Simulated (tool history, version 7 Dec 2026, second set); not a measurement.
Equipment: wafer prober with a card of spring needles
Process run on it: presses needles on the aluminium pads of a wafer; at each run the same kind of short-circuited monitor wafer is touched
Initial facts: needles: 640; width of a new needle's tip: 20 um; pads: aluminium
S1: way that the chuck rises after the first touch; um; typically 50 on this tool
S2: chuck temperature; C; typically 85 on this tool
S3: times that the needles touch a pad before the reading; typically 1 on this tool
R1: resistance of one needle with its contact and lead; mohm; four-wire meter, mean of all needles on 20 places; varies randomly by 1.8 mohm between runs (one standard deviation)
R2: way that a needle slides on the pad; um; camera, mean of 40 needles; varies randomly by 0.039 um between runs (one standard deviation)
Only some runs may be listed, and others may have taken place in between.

Run 1, hour 0.0: usual settings. Result: R1 183 mohm, R2 12.38 um.
Run 2, hour 27.7: usual settings. Result: R1 183 mohm, R2 12.45 um.
Run 3, hour 52.8: usual settings. Result: R1 183 mohm, R2 12.45 um.
Run 4, hour 79.0: usual settings. Result: R1 183 mohm, R2 12.42 um.
Run 5, hour 104.8: usual settings. Result: R1 181 mohm, R2 12.47 um.
Run 6, hour 125.3: usual settings. Result: R1 184 mohm, R2 12.51 um.
Run 7, hour 144.0: usual settings. Result: R1 179 mohm, R2 12.42 um.
Run 8, hour 171.7: usual settings. Result: R1 182 mohm, R2 12.42 um.
Run 9, hour 199.3: usual settings but S2 30 C. Result: R1 169 mohm, R2 12.43 um.
Run 10, hour 222.5: usual settings but S2 30 C. Result: R1 171 mohm, R2 12.38 um.
Run 11, hour 238.6: usual settings but S1 46 um, S2 30 C. Result: R1 172 mohm, R2 11.36 um.
Run 12, hour 255.8: usual settings but S1 46 um, S2 30 C. Result: R1 171 mohm, R2 11.40 um.
Run 13, hour 269.2: usual settings but S2 28 C. Result: R1 168 mohm, R2 12.42 um.
Run 14, hour 287.3: usual settings. Result: R1 180 mohm, R2 12.43 um.
Run 15, hour 313.8: usual settings but S2 79 C. Result: R1 183 mohm, R2 12.37 um.
Run 16, hour 342.5: usual settings. Result: R1 183 mohm, R2 12.50 um.
Run 17, hour 360.6: usual settings but S2 40 C. Result: R1 172 mohm, R2 12.45 um.
Run 18, hour 386.8: usual settings but S1 67 um. Result: R1 178 mohm, R2 16.61 um.
Run 19, hour 405.5: usual settings but S1 67 um, S2 101 C. Result: R1 181 mohm, R2 16.60 um.
Run 20, hour 427.6: usual settings but S1 46 um, S2 101 C, S3 2. Result: R1 188 mohm, R2 11.46 um.
Run 21, hour 451.5: usual settings but S1 60 um, S2 105 C, S3 3. Result: R1 180 mohm, R2 14.96 um.
Run 22, hour 475.4: usual settings but S1 56 um. Result: R1 176 mohm, R2 13.92 um.
Run 23, hour 493.5: usual settings but S1 56 um, S2 30 C, S3 2. Result: R1 166 mohm, R2 13.93 um.
Run 24, hour 520.9: usual settings but S1 41 um, S2 51 C, S3 3. Result: R1 177 mohm, R2 10.21 um.
Run 25, hour 533.1: usual settings but S1 41 um, S2 51 C, S3 3. Result: R1 176 mohm, R2 10.19 um.
Run 26, hour 556.6: usual settings but S2 81 C, S3 3. Result: R1 182 mohm, R2 12.39 um.
Run 27, hour 586.0: usual settings but S1 52 um, S2 66 C, S3 3. Result: R1 178 mohm, R2 12.97 um.
Run 28, hour 605.0: usual settings but S1 52 um, S2 39 C, S3 3. Result: R1 171 mohm, R2 12.93 um.
Run 29, hour 627.6: usual settings but S1 36 um, S2 26 C, S3 2. Result: R1 176 mohm, R2 8.90 um.
Run 30, hour 642.4: usual settings but S1 53 um, S2 123 C, S3 2. Result: R1 188 mohm, R2 13.11 um.
Run 31, hour 671.1: usual settings but S1 53 um, S2 33 C, S3 2. Result: R1 169 mohm, R2 13.22 um.

Not shown: 42 entries that the log had between the listed runs. Between which runs, and how does the tool's hidden state differ before and after?
Between runs 1 and 2: tips cleaned on abrasive film (hour 4.5); tips cleaned on abrasive film (hour 20.4)
  no hidden state differs between the two runs
Between runs 2 and 3: tips cleaned on abrasive film (hour 36.8); tips cleaned on abrasive film (hour 52.8)
  debris on the tips, nm: 0.4 -> 0
Between runs 3 and 4: tips cleaned on abrasive film (hour 70.9)
  debris on the tips, nm: 0 -> 0.4
Between runs 4 and 5: tips cleaned on abrasive film (hour 87.9); tips cleaned on abrasive film (hour 104.5)
  debris on the tips, nm: 0.4 -> 0.1; tips' diameter, um: 20 -> 20.01
Between runs 5 and 6: height of the first contact set anew (hour 114.3); tips cleaned on abrasive film (hour 120.6)
  debris on the tips, nm: 0.1 -> 0.3; way that the needles fall short of the set height, um: 0.01 -> 0
Between runs 6 and 7: tips cleaned on abrasive film (hour 137.2)
  no hidden state differs between the two runs
Between runs 7 and 8: tips cleaned on abrasive film (hour 153.9); tips cleaned on abrasive film (hour 170.8)
  debris on the tips, nm: 0.3 -> 0.1
Between runs 8 and 9: tips cleaned on abrasive film (hour 188.2)
  debris on the tips, nm: 0.1 -> 0.4
Between runs 9 and 10: tips cleaned on abrasive film (hour 204.5); tips cleaned on abrasive film (hour 221.3)
  debris on the tips, nm: 0.4 -> 0.1
Between runs 10 and 11: tips cleaned on abrasive film (hour 237.3)
  no hidden state differs between the two runs
Between runs 11 and 12: tips cleaned on abrasive film (hour 253.7)
  debris on the tips, nm: 0.1 -> 0.2
Between runs 13 and 14: tips cleaned on abrasive film (hour 271.3); tips cleaned on abrasive film (hour 287.3)
  debris on the tips, nm: 0.5 -> 0
Between runs 14 and 15: tips cleaned on abrasive film (hour 303.6)
  debris on the tips, nm: 0 -> 0.4; way that the needles fall short of the set height, um: 0 -> 0.01
Between runs 15 and 16: tips cleaned on abrasive film (hour 319.8); tips cleaned on abrasive film (hour 336.9)
  debris on the tips, nm: 0.4 -> 0.3
Between runs 16 and 17: tips cleaned on abrasive film (hour 353.0)
  no hidden state differs between the two runs
Between runs 17 and 18: tips cleaned on abrasive film (hour 369.3); tips cleaned on abrasive film (hour 386.6)
  debris on the tips, nm: 0.3 -> 0
Between runs 18 and 19: tips cleaned on abrasive film (hour 403.1)
  debris on the tips, nm: 0 -> 0.2
Between runs 19 and 20: tips cleaned on abrasive film (hour 419.1)
  debris on the tips, nm: 0.2 -> 0.4
Between runs 20 and 21: tips cleaned on abrasive film (hour 435.9)
  debris on the tips, nm: 0.4 -> 0.5
Between runs 21 and 22: tips cleaned on abrasive film (hour 453.9); tips cleaned on abrasive film (hour 470.3)
  debris on the tips, nm: 0.5 -> 0.3
Between runs 22 and 23: tips cleaned on abrasive film (hour 486.2)
  debris on the tips, nm: 0.3 -> 0.4
Between runs 23 and 24: tips cleaned on abrasive film (hour 502.8); tips cleaned on abrasive film (hour 519.9)
  debris on the tips, nm: 0.4 -> 0.1
Between runs 25 and 26: tips cleaned on abrasive film (hour 536.4); tips cleaned on abrasive film (hour 553.0)
  debris on the tips, nm: 0.5 -> 0.2
Between runs 26 and 27: tips cleaned on abrasive film (hour 569.8); tips cleaned on abrasive film (hour 586.0)
  debris on the tips, nm: 0.2 -> 0.1
Between runs 27 and 28: tips cleaned on abrasive film (hour 601.8)
  debris on the tips, nm: 0.1 -> 0.2
Between runs 28 and 29: tips cleaned on abrasive film (hour 618.6)
  debris on the tips, nm: 0.2 -> 0.4
Between runs 29 and 30: tips cleaned on abrasive film (hour 635.6)
  debris on the tips, nm: 0.4 -> 0.3
Between runs 30 and 31: tips cleaned on abrasive film (hour 652.3); tips cleaned on abrasive film (hour 668.1)
  debris on the tips, nm: 0.3 -> 0.2

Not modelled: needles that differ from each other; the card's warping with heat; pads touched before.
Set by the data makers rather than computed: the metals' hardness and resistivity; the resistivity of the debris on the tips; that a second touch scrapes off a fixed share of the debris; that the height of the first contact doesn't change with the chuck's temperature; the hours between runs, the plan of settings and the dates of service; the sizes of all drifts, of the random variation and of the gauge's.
